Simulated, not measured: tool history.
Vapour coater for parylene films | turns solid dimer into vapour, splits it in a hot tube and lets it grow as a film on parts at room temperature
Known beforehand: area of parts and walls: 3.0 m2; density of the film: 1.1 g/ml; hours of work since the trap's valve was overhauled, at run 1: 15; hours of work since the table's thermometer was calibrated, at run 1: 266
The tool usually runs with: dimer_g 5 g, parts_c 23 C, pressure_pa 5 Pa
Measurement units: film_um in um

run	hour	dimer_g	parts_c	pressure_pa	hours of work since the trap's valve was overhauled	hours of work since the table's thermometer was calibrated	film_um
1	0	5	23	5	15	266	0.89
2	74.7	5	23	5	60	311	0.88
3	123	7	23	5	88	339	1.21
4	202.4	7	23	5	135	386	1.21
5	286.3	5	20	5	185	436	0.95
6	329.1	5	20	5	210	461	0.95
7	411	5	20	5	259	510	0.91
8	495.9	5	20	5	309	560	0.94
# hour 518: trap's valve overhauled
9	583.8	5	20	5	39	610	0.98
10	656.4	5	20	5	82	653	0.99
11	723.9	5	23	8.3	122	693	0.79
12	774.4	5	23	8.3	152	723	0.81
13	826.8	5	23	8.3	183	754	0.77
14	893.5	5	23	5	222	793	0.81
15	969	5	23	5	267	838	0.8
16	1016.2	5	23	5	295	866	0.8
# hour 1060.7: trap's valve overhauled
17	1101.4	5	23	5	24	914	0.85
18	1173.1	5	23	5	67	957	0.88
19	1248	5	23	5	111	1001	0.84
20	1314.1	7	24	6.15	150	1040	1.06
21	1369.4	4	17	2.34	183	1073	0.93
22	1455.4	4	17	2.34	234	1124	0.94
23	1540.8	4	17	2.34	284	1175	0.89
# hour 1601.8: trap's valve overhauled
24	1626.7	4	17	2.34	15	1223	0.97
25	1696.3	8	26	3.77	56	1264	1.23
26	1751.4	5	28	5.03	89	1297	0.67
27	1800.7	2	20	9.56	118	1326	0.37
28	1860	5	23	2.51	153	1361	0.89
29	1938.6	3	27	2.51	200	1408	0.43
30	1986.5	3	18	2.51	228	1436	0.66
31	2045.4	5	31	9.94	263	1471	0.52
32	2131	3	32	3.42	314	1522	0.35
# hour 2140.6: trap's valve overhauled
33	2197.5	3	32	3.42	34	1559	0.37
34	2246.2	6	21	5	63	1588	1.08
35	2318.9	7	25	2.26	106	1631	1.14
36	2373.2	2	23	7.08	138	1663	0.28
37	2421.9	2	23	10.08	167	1692	0.29

Alternative continuations, all from the tool just after run 37; predict every row:
A	2463.3	2	29	5.62	191	1717	?
B	2463.3	2	23	5.22	191	1717	?
C	2463.3	7	19	3.42	191	1717	?

run	film_um
A	0.23
B	0.33
C	1.37
Had the tool no hidden state, the same runs would have come out as:
run	film_um
A	0.27
B	0.38
C	1.57

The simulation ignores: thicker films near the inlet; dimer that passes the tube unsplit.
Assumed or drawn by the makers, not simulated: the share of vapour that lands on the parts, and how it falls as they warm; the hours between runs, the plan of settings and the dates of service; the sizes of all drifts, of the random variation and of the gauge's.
